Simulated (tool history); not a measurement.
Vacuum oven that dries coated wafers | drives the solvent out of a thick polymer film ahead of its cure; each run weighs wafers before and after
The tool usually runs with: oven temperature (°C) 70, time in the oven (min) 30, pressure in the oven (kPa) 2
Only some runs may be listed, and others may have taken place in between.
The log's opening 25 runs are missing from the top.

Run 26, hour 755.4: usual settings but oven temperature (°C) 56, time in the oven (min) 16, pressure in the oven (kPa) 2.21. Result: solvent left in the film (%) 15.74.
Run 27, hour 787.2: usual settings but oven temperature (°C) 56, time in the oven (min) 23, pressure in the oven (kPa) 2.87. Result: solvent left in the film (%) 14.71.
Run 28, hour 815.4: usual settings but oven temperature (°C) 63, time in the oven (min) 16. Result: solvent left in the film (%) 12.22.
Run 29, hour 855.7: usual settings but oven temperature (°C) 69, time in the oven (min) 49. Result: solvent left in the film (%) 2.33.
Run 30, hour 874.1: usual settings but oven temperature (°C) 69, time in the oven (min) 19, pressure in the oven (kPa) 2.61. Result: solvent left in the film (%) 8.13.
Run 31, hour 894.2: usual settings but time in the oven (min) 31, pressure in the oven (kPa) 1.89. Result: solvent left in the film (%) 3.96.
Run 32, hour 923.2: usual settings but time in the oven (min) 31, pressure in the oven (kPa) 1.89. Result: solvent left in the film (%) 4.04.
Run 33, hour 958.2: usual settings but time in the oven (min) 31, pressure in the oven (kPa) 1.89. Result: solvent left in the film (%) 4.06.
Run 34, hour 1001.5: usual settings but oven temperature (°C) 57, time in the oven (min) 48, pressure in the oven (kPa) 1.53. Result: solvent left in the film (%) 9.1.
Run 35, hour 1036.9: usual settings but oven temperature (°C) 57, time in the oven (min) 22, pressure in the oven (kPa) 1.53. Result: solvent left in the film (%) 13.8.
Run 36, hour 1061.9: usual settings but oven temperature (°C) 57, time in the oven (min) 22, pressure in the oven (kPa) 1.53. Result: solvent left in the film (%) 13.63.
Run 37, hour 1104.4: usual settings but oven temperature (°C) 57, time in the oven (min) 22, pressure in the oven (kPa) 1.53. Result: solvent left in the film (%) 13.68.
Run 38, hour 1144.1: usual settings but oven temperature (°C) 57, time in the oven (min) 22, pressure in the oven (kPa) 1.53. Result: solvent left in the film (%) 13.78.
Run 39, hour 1163.1: usual settings but oven temperature (°C) 59, time in the oven (min) 21, pressure in the oven (kPa) 2.28. Result: solvent left in the film (%) 13.06.
Run 40, hour 1188.1: usual settings but time in the oven (min) 36. Result: solvent left in the film (%) 3.33.
Run 41, hour 1222.3: usual settings but time in the oven (min) 36. Result: solvent left in the film (%) 3.21.
Run 42, hour 1245.7: usual settings but oven temperature (°C) 69, time in the oven (min) 15, pressure in the oven (kPa) 2.19. Result: solvent left in the film (%) 9.59.
Run 43, hour 1265.4: usual settings but oven temperature (°C) 77, time in the oven (min) 25, pressure in the oven (kPa) 3.98. Result: solvent left in the film (%) 2.86.
Run 44, hour 1284.5: usual settings but oven temperature (°C) 62, pressure in the oven (kPa) 6.46. Result: solvent left in the film (%) 11.18.
Run 45, hour 1328.3: usual settings but oven temperature (°C) 55, time in the oven (min) 25, pressure in the oven (kPa) 2.01. Result: solvent left in the film (%) 14.24.
Run 46, hour 1372.3: usual settings but oven temperature (°C) 78, pressure in the oven (kPa) 6.12. Result: solvent left in the film (%) 2.82.
Run 47, hour 1400.6: usual settings but time in the oven (min) 26. Result: solvent left in the film (%) 5.21.

4 options for the next run, each taken on its own from the tool as it stands now. Forecast them:
Run A, hour 1420: usual settings but oven temperature (°C) 65, time in the oven (min) 18, pressure in the oven (kPa) 3.35. Result: solvent left in the film (%) ?.
Run B, hour 1420: usual settings but time in the oven (min) 18, pressure in the oven (kPa) 2.39. Result: solvent left in the film (%) ?.
Run C, hour 1420: usual settings but time in the oven (min) 18, pressure in the oven (kPa) 5.2. Result: solvent left in the film (%) ?.
Run D, hour 1420: usual settings but oven temperature (°C) 56, time in the oven (min) 26, pressure in the oven (kPa) 5.58. Result: solvent left in the film (%) ?.

run  solvent left in the film (%)
  A                          11.4
  B                           7.7
  C                          8.67
  D                         15.04
The same runs, with their run-to-run variation unchanged, on a tool lacking any hidden condition would have given:
run  solvent left in the film (%)
  A                          11.4
  B                          7.71
  C                          8.68
  D                         15.04
